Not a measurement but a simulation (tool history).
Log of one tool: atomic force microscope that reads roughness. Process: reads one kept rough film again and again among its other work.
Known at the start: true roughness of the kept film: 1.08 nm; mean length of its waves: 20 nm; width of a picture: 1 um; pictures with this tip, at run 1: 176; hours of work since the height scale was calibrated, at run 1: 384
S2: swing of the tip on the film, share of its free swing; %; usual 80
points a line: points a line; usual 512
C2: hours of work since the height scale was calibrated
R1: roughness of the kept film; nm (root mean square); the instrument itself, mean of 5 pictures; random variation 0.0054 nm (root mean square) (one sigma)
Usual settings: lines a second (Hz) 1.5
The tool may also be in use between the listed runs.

Run 1, day 0: usual settings; pictures with this tip 176; C2 384. Result: R1 0.711 nm (root mean square).
Run 2, day 0.962: usual settings; pictures with this tip 194; C2 394. Result: R1 0.696 nm (root mean square).
Run 3, day 1.454: usual settings; pictures with this tip 203; C2 400. Result: R1 0.689 nm (root mean square).
Run 4, day 2.508: usual settings but points a line 746; pictures with this tip 223; C2 411. Result: R1 0.676 nm (root mean square).
At day 2.942: new tip fitted.
Run 5, day 3.104: usual settings but S2 72 %; pictures with this tip 3; C2 417. Result: R1 0.907 nm (root mean square).
Run 6, day 3.854: usual settings but S2 72 %; pictures with this tip 17; C2 425. Result: R1 0.893 nm (root mean square).
Run 7, day 4.638: usual settings but S2 72 %; pictures with this tip 31; C2 434. Result: R1 0.875 nm (root mean square).
Run 8, day 5.196: usual settings but lines a second (Hz) 0.65; pictures with this tip 41; C2 440. Result: R1 0.875 nm (root mean square).
Run 9, day 5.704: usual settings; pictures with this tip 51; C2 445. Result: R1 0.825 nm (root mean square).
Run 10, day 6.642: usual settings but lines a second (Hz) 3.33; pictures with this tip 68; C2 456. Result: R1 0.761 nm (root mean square).
Run 11, day 7.588: usual settings but lines a second (Hz) 3.33; pictures with this tip 86; C2 466. Result: R1 0.737 nm (root mean square).
Run 12, day 8.525: usual settings but lines a second (Hz) 3.33; pictures with this tip 103; C2 476. Result: R1 0.714 nm (root mean square).
Run 13, day 9.475: usual settings but lines a second (Hz) 3.33, S2 81 %; pictures with this tip 121; C2 486. Result: R1 0.698 nm (root mean square).
Run 14, day 10.462: usual settings but lines a second (Hz) 3.33, S2 81 %; pictures with this tip 139; C2 497. Result: R1 0.685 nm (root mean square).
Run 15, day 10.912: usual settings but lines a second (Hz) 3.33, S2 81 %; pictures with this tip 148; C2 502. Result: R1 0.67 nm (root mean square).
Run 16, day 11.842: usual settings but lines a second (Hz) 1.84, S2 79 %, points a line 690; pictures with this tip 165; C2 512. Result: R1 0.715 nm (root mean square).
Run 17, day 12.492: usual settings but lines a second (Hz) 1.84, S2 79 %, points a line 690; pictures with this tip 177; C2 519. Result: R1 0.692 nm (root mean square).
Run 18, day 12.95: usual settings but lines a second (Hz) 2.23, S2 58 %, points a line 670; pictures with this tip 185; C2 524. Result: R1 0.729 nm (root mean square).
Run 19, day 13.454: usual settings but lines a second (Hz) 2.23, S2 58 %, points a line 670; pictures with this tip 195; C2 529. Result: R1 0.723 nm (root mean square).
Run 20, day 14.35: usual settings but lines a second (Hz) 2.23, S2 58 %, points a line 670; pictures with this tip 211; C2 539. Result: R1 0.7 nm (root mean square).
Run 21, day 14.967: usual settings but lines a second (Hz) 2.23, S2 58 %, points a line 670; pictures with this tip 223; C2 545. Result: R1 0.7 nm (root mean square).
At day 15.446: new tip fitted.
Run 22, day 15.662: usual settings but lines a second (Hz) 0.66, S2 63 %, points a line 670; pictures with this tip 4; C2 553. Result: R1 0.941 nm (root mean square).
Run 23, day 16.25: usual settings but lines a second (Hz) 0.98, points a line 469; pictures with this tip 15; C2 559. Result: R1 0.894 nm (root mean square).
Run 24, day 16.854: usual settings but S2 61 %, points a line 697; pictures with this tip 27; C2 566. Result: R1 0.896 nm (root mean square).
Run 25, day 17.917: usual settings but S2 67 %, points a line 697; pictures with this tip 46; C2 577. Result: R1 0.866 nm (root mean square).
Run 26, day 18.588: usual settings but lines a second (Hz) 1.34, S2 67 %, points a line 571; pictures with this tip 59; C2 584. Result: R1 0.851 nm (root mean square).
Run 27, day 19.388: usual settings but lines a second (Hz) 1.34, S2 67 %, points a line 571; pictures with this tip 73; C2 593. Result: R1 0.845 nm (root mean square).
Run 28, day 20.429: usual settings but lines a second (Hz) 1.34, S2 67 %, points a line 571; pictures with this tip 93; C2 604. Result: R1 0.811 nm (root mean square).
Run 29, day 21.142: usual settings but lines a second (Hz) 1.34, S2 67 %, points a line 571; pictures with this tip 106; C2 612. Result: R1 0.793 nm (root mean square).

Forecast each of these 5 alternatives for the next run:
Run A, day 21.729: usual settings but lines a second (Hz) 1.34, S2 76 %, points a line 924; pictures with this tip 117; C2 618. Result: R1 ?.
Run B, day 21.729: usual settings but lines a second (Hz) 1.69, points a line 978; pictures with this tip 117; C2 618. Result: R1 ?.
Run C, day 21.729: usual settings but S2 81 %, points a line 544; pictures with this tip 117; C2 618. Result: R1 ?.
Run D, day 21.729: usual settings but lines a second (Hz) 1.68, S2 59 %, points a line 852; pictures with this tip 117; C2 618. Result: R1 ?.
Run E, day 21.729: usual settings but lines a second (Hz) 1.34, S2 74 %, points a line 739; pictures with this tip 117; C2 618. Result: R1 ?.

run     R1
  A  0.779
  B  0.764
  C  0.755
  D  0.791
  E  0.777
Without the tool's hidden state the same runs would have given:
run     R1
  A  0.934
  B  0.917
  C  0.907
  D  0.951
  E  0.934
